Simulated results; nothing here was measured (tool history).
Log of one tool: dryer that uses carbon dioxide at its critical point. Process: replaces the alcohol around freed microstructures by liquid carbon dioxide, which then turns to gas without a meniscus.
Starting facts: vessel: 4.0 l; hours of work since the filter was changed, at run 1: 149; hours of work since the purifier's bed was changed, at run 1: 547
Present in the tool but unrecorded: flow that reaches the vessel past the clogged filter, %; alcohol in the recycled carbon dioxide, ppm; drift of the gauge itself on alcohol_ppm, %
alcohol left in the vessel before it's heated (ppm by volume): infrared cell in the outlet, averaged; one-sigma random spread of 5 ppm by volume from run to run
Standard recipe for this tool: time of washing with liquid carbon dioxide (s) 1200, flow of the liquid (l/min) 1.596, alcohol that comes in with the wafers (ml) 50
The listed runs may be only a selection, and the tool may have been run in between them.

| run | day | time of washing with liquid carbon dioxide (s) | flow of the liquid (l/min) | alcohol that comes in with the wafers (ml) | hours of work since the filter was changed | hours of work since the purifier's bed was changed | alcohol left in the vessel before it's heated (ppm by volume) |
|---|---|---|---|---|---|---|---|
| 1 | 0.000 | 1200 | 1.596 | 50 | 149 | 547 | 146 |
| 2 | 0.962 | 1200 | 1.596 | 50 | 163 | 561 | 151 |
| 3 | 2.025 | 1200 | 1.596 | 50 | 178 | 576 | 149 |
| 4 | 3.058 | 1200 | 1.596 | 50 | 193 | 591 | 158 |
| 5 | 4.012 | 1680 | 1.596 | 50 | 207 | 605 | 126 |
| 6 | 4.633 | 1200 | 1.596 | 50 | 216 | 614 | 158 |
| 7 | 5.683 | 1200 | 1.596 | 50 | 231 | 629 | 161 |
| 8 | 6.492 | 1200 | 1.596 | 50 | 242 | 640 | 160 |
| 9 | 7.679 | 1200 | 1.596 | 50 | 260 | 657 | 173 |
| 10 | 8.646 | 1920 | 1.460 | 36 | 273 | 671 | 140 |
| 11 | 9.438 | 1920 | 1.460 | 36 | 285 | 682 | 149 |
| 12 | 10.579 | 1740 | 2.500 | 72 | 301 | 699 | 147 |

What does the tool deliver on the next run?
| 13 | 11.371 | 720 | 1.230 | 111 | 312 | 710 | ? |

Run 13 measured alcohol left in the vessel before it's heated (ppm by volume) 2030.
Take away the tool's hidden state, keep the run-to-run variation as it was, and the same run would have given alcohol left in the vessel before it's heated (ppm by volume) 1678.

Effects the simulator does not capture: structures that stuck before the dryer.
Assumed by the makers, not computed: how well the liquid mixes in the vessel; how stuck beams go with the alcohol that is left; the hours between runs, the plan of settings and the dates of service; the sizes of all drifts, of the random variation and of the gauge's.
